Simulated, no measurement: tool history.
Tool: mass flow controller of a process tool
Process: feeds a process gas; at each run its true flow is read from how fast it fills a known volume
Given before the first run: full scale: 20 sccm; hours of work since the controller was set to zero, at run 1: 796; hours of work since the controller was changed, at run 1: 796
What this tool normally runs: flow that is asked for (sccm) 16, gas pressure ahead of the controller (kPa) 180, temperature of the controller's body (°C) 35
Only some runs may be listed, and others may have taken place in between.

run    hour  flow that is asked for (sccm)  gas pressure ahead of the controller (kPa)  temperature of the controller's body (°C)  hours of work since the controller was set to zero  hours of work since the controller was changed  true flow (%)
  1       0                             16                                         180                                         35                                                 796                                             796          98.53
  2    94.5                             16                                         180                                         35                                                 846                                             846          98.65
  3   152.3                             16                                         180                                         35                                                 877                                             877           98.8
  4   205.3                             16                                         180                                         35                                                 905                                             905          98.83
  5   291.2                             16                                         180                                         35                                                 951                                             951           98.9
  6   383.4                             16                                         209                                         35                                                1000                                            1000          98.85
  7   463.7                             16                                         209                                         35                                                1043                                            1043          99.02
  8   532.6                             16                                         209                                         35                                                1080                                            1080          99.07
  9   616.8                             16                                         180                                         35                                                1125                                            1125          99.26
 10   666.5                             16                                         180                                         27                                                1152                                            1152         100.33
 11   715.3                             16                                         180                                         27                                                1178                                            1178         100.41
 12   793.3                             16                                         180                                         27                                                1219                                            1219         100.59
 13   883.9                             16                                         180                                         27                                                1268                                            1268         100.71
 14   933.8                             16                                         180                                         35                                                1294                                            1294          99.77
 15  1002.3                             16                                         180                                         35                                                1331                                            1331          99.81
 16  1099.8                             16                                         180                                         35                                                1383                                            1383         100.06
 17  1186.4                             16                                         158                                         35                                                1429                                            1429         100.09
 18  1233.5                             16                                         158                                         35                                                1454                                            1454         100.25
 19    1319                             16                                         158                                         35                                                1500                                            1500         100.28
     1387.2  -- gauge calibrated
 20  1394.5                             16                                         158                                         35                                                1540                                            1540          98.66
 21  1442.1                             12                                         213                                         30                                                1566                                            1566          98.75
 22  1526.6                             16                                         279                                         35                                                1611                                            1611          98.37
 23    1601                             16                                         279                                         35                                                1650                                            1650          98.33
 24  1660.7                             13                                         279                                         35                                                1682                                            1682           98.2
 25  1728.5                             13                                         142                                         35                                                1718                                            1718           98.9
 26  1813.7                             13                                         142                                         35                                                1764                                            1764          99.01
 27  1900.4                              9                                         260                                         36                                                1810                                            1810          98.03
 28  1990.7                              3                                         263                                         36                                                1858                                            1858          97.58
 29  2079.3                              5                                         212                                         22                                                1906                                            1906          99.84
 30  2152.1                              5                                         212                                         22                                                1945                                            1945           99.9
 31  2208.5                              5                                         212                                         22                                                1975                                            1975          99.89
 32  2270.3                              2                                         252                                         35                                                2008                                            2008          98.01
 33  2326.5                             18                                         180                                         20                                                2038                                            2038         101.65
 34  2417.4                              8                                         194                                         21                                                2086                                            2086         100.72
 35  2491.5                             13                                         169                                         29                                                2126                                            2126         100.46
 36  2565.9                             13                                         169                                         29                                                2165                                            2165         100.42
 37  2632.5                              2                                         196                                         35                                                2201                                            2201          98.86
 38  2728.6                             16                                         172                                         35                                                2252                                            2252         100.27
 39  2780.1                              5                                         180                                         35                                                2280                                            2280          99.29
 40  2851.3                             10                                         200                                         25                                                2318                                            2318         100.85

Branching from run 40: 3 alternative next runs. What would each branch give?
  A  2906.2                              7                                         180                                         35                                                2347                                            2347              ?
  B  2906.2                              8                                         156                                         29                                                2347                                            2347              ?
  C  2906.2                             10                                         200                                         28                                                2347                                            2347              ?

run  true flow (%)
  A          99.59
  B         100.56
  C         100.59
The same runs, with their run-to-run variation unchanged, on a tool lacking any hidden condition would have given:
run  true flow (%)
  A          97.74
  B          98.69
  C          98.72

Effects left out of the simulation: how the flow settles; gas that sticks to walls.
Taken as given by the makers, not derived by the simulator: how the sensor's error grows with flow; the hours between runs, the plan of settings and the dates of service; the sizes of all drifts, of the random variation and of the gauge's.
